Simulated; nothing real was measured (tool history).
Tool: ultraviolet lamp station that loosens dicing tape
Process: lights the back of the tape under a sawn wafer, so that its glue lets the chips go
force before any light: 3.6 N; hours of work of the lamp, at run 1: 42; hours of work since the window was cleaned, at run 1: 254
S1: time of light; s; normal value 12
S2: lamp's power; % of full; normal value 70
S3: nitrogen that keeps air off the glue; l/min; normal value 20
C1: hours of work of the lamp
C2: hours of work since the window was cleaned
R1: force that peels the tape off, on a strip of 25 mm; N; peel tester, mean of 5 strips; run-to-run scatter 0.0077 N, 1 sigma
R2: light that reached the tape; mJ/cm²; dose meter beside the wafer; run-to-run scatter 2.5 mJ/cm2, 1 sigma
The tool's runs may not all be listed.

run 1 hour=0.0 | S1=12 S2=70 S3=20 | C1=42 C2=254 | R1=0.362 R2=269
run 2 hour=7.3 | S1=12 S2=70 S3=20 | C1=45 C2=257 | R1=0.374 R2=270
run 3 hour=14.5 | S1=21 S2=70 S3=20 | C1=49 C2=261 | R1=0.176 R2=473
run 4 hour=23.6 | S1=12 S2=70 S3=14 | C1=53 C2=265 | R1=0.422 R2=272
run 5 hour=32.8 | S1=12 S2=70 S3=14 | C1=57 C2=269 | R1=0.421 R2=273
run 6 hour=39.8 | S1=20 S2=70 S3=20 | C1=61 C2=273 | R1=0.181 R2=446
run 7 hour=45.1 | S1=20 S2=70 S3=20 | C1=63 C2=275 | R1=0.181 R2=447
run 8 hour=51.2 | S1=12 S2=70 S3=20 | C1=66 C2=278 | R1=0.366 R2=271
run 9 hour=56.4 | S1=12 S2=70 S3=20 | C1=69 C2=281 | R1=0.359 R2=265
run 10 hour=65.6 | S1=12 S2=70 S3=20 | C1=73 C2=285 | R1=0.381 R2=271
run 11 hour=74.2 | S1=12 S2=70 S3=17 | C1=77 C2=289 | R1=0.410 R2=267
run 12 hour=81.7 | S1=12 S2=70 S3=20 | C1=81 C2=293 | R1=0.389 R2=263
run 13 hour=86.2 | S1=12 S2=70 S3=6 | C1=83 C2=295 | R1=0.610 R2=263
run 14 hour=94.7 | S1=12 S2=69 S3=6 | C1=87 C2=299 | R1=0.635 R2=258
run 15 hour=101.1 | S1=12 S2=69 S3=6 | C1=90 C2=302 | R1=0.672 R2=262
run 16 hour=108.8 | S1=12 S2=69 S3=6 | C1=94 C2=306 | R1=0.652 R2=257
run 17 hour=115.4 | S1=12 S2=69 S3=6 | C1=97 C2=309 | R1=0.656 R2=259
run 18 hour=119.9 | S1=12 S2=69 S3=37 | C1=99 C2=311 | R1=0.338 R2=257
run 19 hour=129.0 | S1=12 S2=69 S3=37 | C1=104 C2=316 | R1=0.331 R2=260
run 20 hour=136.0 | S1=12 S2=70 S3=25 | C1=107 C2=319 | R1=0.358 R2=258
run 21 hour=141.0 | S1=20 S2=70 S3=20 | C1=109 C2=321 | R1=0.187 R2=431
run 22 hour=148.7 | S1=20 S2=70 S3=20 | C1=113 C2=325 | R1=0.196 R2=430
run 23 hour=155.1 | S1=8 S2=64 S3=13 | C1=116 C2=328 | R1=0.969 R2=158
run 24 hour=159.3 | S1=15 S2=70 S3=20 | C1=118 C2=330 | R1=0.282 R2=322
run 25 hour=163.1 | S1=15 S2=70 S3=20 | C1=120 C2=332 | R1=0.281 R2=318
run 26 hour=168.8 | S1=15 S2=70 S3=20 | C1=123 C2=335 | R1=0.273 R2=318
run 27 hour=176.3 | S1=10 S2=97 S3=12 | C1=126 C2=338 | R1=0.378 R2=292
-- hour=177.4 window cleaned of glue's vapour
run 28 hour=185.4 | S1=20 S2=65 S3=39 | C1=130 C2=4 | R1=0.186 R2=385
run 29 hour=193.4 | S1=19 S2=100 S3=16 | C1=134 C2=8 | R1=0.167 R2=546
run 30 hour=199.4 | S1=19 S2=100 S3=16 | C1=137 C2=11 | R1=0.161 R2=546
run 31 hour=208.6 | S1=13 S2=87 S3=32 | C1=141 C2=15 | R1=0.241 R2=328
run 32 hour=213.9 | S1=23 S2=80 S3=40 | C1=144 C2=17 | R1=0.145 R2=526
-- hour=221.8 window cleaned of glue's vapour, once more
run 33 hour=222.9 | S1=23 S2=80 S3=40 | C1=148 C2=1 | R1=0.155 R2=622
run 34 hour=227.7 | S1=23 S2=80 S3=40 | C1=150 C2=3 | R1=0.144 R2=623
run 35 hour=233.7 | S1=21 S2=80 S3=24 | C1=153 C2=6 | R1=0.154 R2=565
run 36 hour=239.7 | S1=13 S2=74 S3=22 | C1=156 C2=9 | R1=0.261 R2=319
run 37 hour=244.0 | S1=13 S2=74 S3=22 | C1=158 C2=11 | R1=0.265 R2=322
run 38 hour=248.0 | S1=14 S2=70 S3=20 | C1=160 C2=12 | R1=0.262 R2=329
run 39 hour=254.7 | S1=14 S2=70 S3=20 | C1=163 C2=16 | R1=0.255 R2=328
run 40 hour=260.2 | S1=12 S2=70 S3=8 | C1=166 C2=18 | R1=0.513 R2=282
run 41 hour=268.4 | S1=12 S2=70 S3=8 | C1=170 C2=22 | R1=0.518 R2=278
run 42 hour=273.4 | S1=7 S2=70 S3=8 | C1=172 C2=25 | R1=1.084 R2=161
run 43 hour=282.5 | S1=10 S2=70 S3=13 | C1=177 C2=29 | R1=0.559 R2=229

Here are 3 independent what-if runs from the current tool condition. What would each one return?
run A hour=289.6 | S1=8 S2=98 S3=17 | C1=180 C2=32 | R1=? R2=?
run B hour=289.6 | S1=12 S2=87 S3=7 | C1=180 C2=32 | R1=? R2=?
run C hour=289.6 | S1=8 S2=70 S3=19 | C1=180 C2=32 | R1=? R2=?

run=A R1=0.428 R2=257
run=B R1=0.383 R2=347
run=C R1=0.694 R2=179
Had the tool no hidden state, the same runs would have come out as:
run=A R1=0.356 R2=287
run=B R1=0.318 R2=388
run=C R1=0.586 R2=200
